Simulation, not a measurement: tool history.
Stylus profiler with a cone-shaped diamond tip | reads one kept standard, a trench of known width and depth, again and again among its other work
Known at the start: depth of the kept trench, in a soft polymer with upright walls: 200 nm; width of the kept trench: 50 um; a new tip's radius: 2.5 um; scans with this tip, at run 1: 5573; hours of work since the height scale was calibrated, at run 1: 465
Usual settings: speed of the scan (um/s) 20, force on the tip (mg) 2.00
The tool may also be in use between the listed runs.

run	hour	speed of the scan (um/s)	force on the tip (mg)	scans with this tip	hours of work since the height scale was calibrated	depth of the trench (nm)	width of the trench's floor (µm)
1	0.0	20	2.00	5573	465	201.23	47.95
2	83.8	20	2.00	6183	516	201.20	47.90
3	162.8	20	2.00	6758	564	201.26	47.87
4	212.8	20	2.00	7122	595	201.24	47.88
5	310.3	20	3.71	7832	654	201.82	47.90
6	402.9	20	3.71	8506	710	201.86	47.91
7	477.5	20	3.71	9049	756	201.87	47.93
8	569.8	20	2.00	9721	812	201.16	47.89
9	665.4	20	2.00	10417	870	201.25	47.94
10	761.9	20	1.27	11120	929	200.92	47.82
11	853.6	20	1.27	11787	985	200.83	47.88
12	904.3	20	1.27	12157	1015	200.92	47.86
13	986.6	77	2.00	12755	1065	201.23	47.56
14	1063.5	77	2.00	13315	1112	201.19	47.53
15	1142.0	20	1.45	13887	1160	201.00	47.87
16	1239.1	20	1.45	14594	1219	200.96	47.86
17	1324.3	20	2.00	15214	1271	201.14	47.83
18	1372.3	20	2.00	15564	1300	201.26	47.97
19	1431.7	13	2.00	15996	1336	201.23	47.96
20	1490.5	20	0.80	16424	1372	200.65	47.80
21	1577.8	20	5.83	17060	1425	202.57	47.90
22	1629.9	20	0.72	17439	1457	200.60	47.78
23	1713.4	20	2.00	18047	1507	201.17	47.91
24	1769.9	15	2.55	18459	1542	201.47	47.91
# hour 1827.7: new tip fitted, height scale calibrated
25	1840.5	28	0.86	93	8	200.66	47.79
26	1920.2	37	2.00	673	56	201.11	47.83
27	1978.7	9	1.33	1099	92	200.93	47.93
28	2026.1	26	1.47	1444	121	201.05	47.84

Run 29 comes next. What will it give?
29	2117.6	26	1.47	2111	176	?	?

Run 29 gave depth of the trench (nm) 200.95, width of the trench's floor (µm) 47.80.
Without the tool's hidden state the same run would have given depth of the trench (nm) 200.95, width of the trench's floor (µm) 47.80.

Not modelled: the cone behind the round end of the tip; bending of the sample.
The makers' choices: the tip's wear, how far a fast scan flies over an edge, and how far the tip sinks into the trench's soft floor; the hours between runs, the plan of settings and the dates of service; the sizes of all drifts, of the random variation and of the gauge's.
